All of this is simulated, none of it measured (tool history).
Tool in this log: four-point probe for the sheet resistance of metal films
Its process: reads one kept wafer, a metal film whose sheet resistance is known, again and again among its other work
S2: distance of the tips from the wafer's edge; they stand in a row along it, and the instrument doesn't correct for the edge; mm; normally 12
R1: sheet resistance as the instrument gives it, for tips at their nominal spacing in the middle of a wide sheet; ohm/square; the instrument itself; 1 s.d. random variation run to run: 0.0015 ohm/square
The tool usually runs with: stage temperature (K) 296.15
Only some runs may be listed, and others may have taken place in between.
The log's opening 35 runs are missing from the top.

Run 36, hour 774.4: usual settings but stage temperature (K) 298.15, S2 19 mm. Result: R1 7.478155 ohm/square.
Run 37, hour 795.4: usual settings but stage temperature (K) 298.15, S2 19 mm. Result: R1 7.476108 ohm/square.
Run 38, hour 822.0: usual settings but stage temperature (K) 295.15, S2 37 mm. Result: R1 7.459110 ohm/square.
Run 39, hour 835.7: usual settings but stage temperature (K) 295.15, S2 37 mm. Result: R1 7.460453 ohm/square.
Run 40, hour 849.6: usual settings but stage temperature (K) 295.15, S2 37 mm. Result: R1 7.455694 ohm/square.
Run 41, hour 878.9: usual settings but stage temperature (K) 307.15, S2 22 mm. Result: R1 7.516908 ohm/square.
Run 42, hour 908.0: usual settings but stage temperature (K) 307.15, S2 22 mm. Result: R1 7.518452 ohm/square.
Run 43, hour 922.6: usual settings but stage temperature (K) 307.15, S2 22 mm. Result: R1 7.521983 ohm/square.
Run 44, hour 953.3: usual settings but stage temperature (K) 303.15, S2 3 mm. Result: R1 7.676034 ohm/square.
Run 45, hour 973.1: usual settings but stage temperature (K) 303.15, S2 3 mm. Result: R1 7.672630 ohm/square.

Alternative continuations, all from the tool just after run 45; predict every row:
Run A, hour 987.2: usual settings but stage temperature (K) 298.15. Result: R1 ?.
Run B, hour 987.2: usual settings but stage temperature (K) 295.15, S2 29 mm. Result: R1 ?.
Run C, hour 987.2: usual settings but stage temperature (K) 292.15. Result: R1 ?.

run        R1
  A  7.482664
  B  7.458433
  C  7.452932
Without the tool's hidden state the same runs would have given:
run        R1
  A  7.482590
  B  7.458358
  C  7.452857
